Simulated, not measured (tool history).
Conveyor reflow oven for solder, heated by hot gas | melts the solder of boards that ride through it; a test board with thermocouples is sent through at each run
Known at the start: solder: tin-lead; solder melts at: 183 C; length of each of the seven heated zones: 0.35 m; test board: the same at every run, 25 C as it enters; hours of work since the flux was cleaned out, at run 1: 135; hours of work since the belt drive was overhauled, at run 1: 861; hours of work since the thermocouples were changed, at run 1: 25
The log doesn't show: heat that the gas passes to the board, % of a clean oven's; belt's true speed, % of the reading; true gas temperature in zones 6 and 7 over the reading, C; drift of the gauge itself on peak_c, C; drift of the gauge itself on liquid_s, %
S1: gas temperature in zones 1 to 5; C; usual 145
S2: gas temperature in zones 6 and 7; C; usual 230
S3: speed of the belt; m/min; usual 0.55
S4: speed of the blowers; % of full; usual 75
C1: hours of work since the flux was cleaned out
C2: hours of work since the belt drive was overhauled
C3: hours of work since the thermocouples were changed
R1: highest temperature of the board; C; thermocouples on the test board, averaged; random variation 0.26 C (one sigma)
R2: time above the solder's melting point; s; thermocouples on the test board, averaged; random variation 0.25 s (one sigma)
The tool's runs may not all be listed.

Run 1, hour 0: usual settings; C1 135; C2 861; C3 25. Result: R1 212.8 C, R2 55.5 s.
Run 2, hour 30.5: usual settings but S3 0.588 m/min; C1 159; C2 884; C3 48. Result: R1 210.6 C, R2 50 s.
Run 3, hour 73.5: usual settings but S3 0.588 m/min; C1 192; C2 918; C3 82. Result: R1 210 C, R2 49.5 s.
Run 4, hour 122.1: usual settings but S3 0.588 m/min; C1 230; C2 956; C3 119. Result: R1 209.9 C, R2 49.2 s.
Run 5, hour 159.5: usual settings but S4 60 % of full; C1 259; C2 985; C3 148. Result: R1 206.7 C, R2 48.8 s.
Run 6, hour 202.1: usual settings; C1 292; C2 1018; C3 181. Result: R1 212.2 C, R2 54.8 s.
Run 7, hour 256: usual settings; C1 334; C2 1059; C3 223. Result: R1 211.8 C, R2 54.9 s.
At hour 301.7: flux residue cleaned out of gas plates and filters.
Run 8, hour 314.7: usual settings; C1 10; C2 1101; C3 265. Result: R1 213.2 C, R2 56.1 s.
At hour 343.7: belt drive overhauled, speed set with a stopwatch.
Run 9, hour 343.7: usual settings; C1 29; C2 0; C3 284. Result: R1 212.3 C, R2 55.4 s.
Run 10, hour 395.7: usual settings; C1 70; C2 40; C3 325. Result: R1 212.5 C, R2 55.4 s.
Run 11, hour 438.7: usual settings but S1 141 C, S3 0.483 m/min, S4 53 % of full; C1 103; C2 74; C3 358. Result: R1 207.9 C, R2 55.1 s.
Run 12, hour 489.8: usual settings but S1 149 C, S2 237 C, S3 0.483 m/min, S4 53 % of full; C1 143; C2 113; C3 398. Result: R1 215.5 C, R2 66.8 s.
Run 13, hour 543.5: usual settings but S1 149 C, S2 237 C, S3 0.539 m/min, S4 70 % of full; C1 184; C2 155; C3 439. Result: R1 217.6 C, R2 61.9 s.
Run 14, hour 589: usual settings but S1 149 C, S2 237 C, S3 0.539 m/min, S4 70 % of full; C1 220; C2 190; C3 475. Result: R1 217.4 C, R2 62.2 s.
Run 15, hour 624.7: usual settings but S1 147 C, S2 237 C, S3 0.623 m/min, S4 70 % of full; C1 248; C2 218; C3 502. Result: R1 211.7 C, R2 47.6 s.
Run 16, hour 652.1: usual settings but S1 147 C, S2 237 C, S3 0.623 m/min, S4 55 % of full; C1 269; C2 239; C3 524. Result: R1 204.8 C, R2 39.4 s.
Run 17, hour 694.5: usual settings but S1 156 C, S4 69 % of full; C1 302; C2 272; C3 557. Result: R1 211.9 C, R2 59.6 s.

3 ways to go on from here, each from the tool as it stands after run 17. What would each give?
Run A, hour 750.5: usual settings but S1 156 C, S3 0.568 m/min, S4 69 % of full; C1 345; C2 316; C3 600. Result: R1 ?, R2 ?.
Run B, hour 750.5: usual settings but S1 156 C, S2 244 C, S4 69 % of full; C1 345; C2 316; C3 600. Result: R1 ?, R2 ?.
Run C, hour 750.5: usual settings but S1 156 C, S3 0.649 m/min, S4 69 % of full; C1 345; C2 316; C3 600. Result: R1 ?, R2 ?.

run     R1    R2
  A  210.8  56.4
  B  222.9  68.2
  C  206.6  43.5
Without the tool's hidden state the same runs would have given:
run     R1    R2
  A  212.8  58.5
  B  225.1  69.5
  C  208.8  45.9
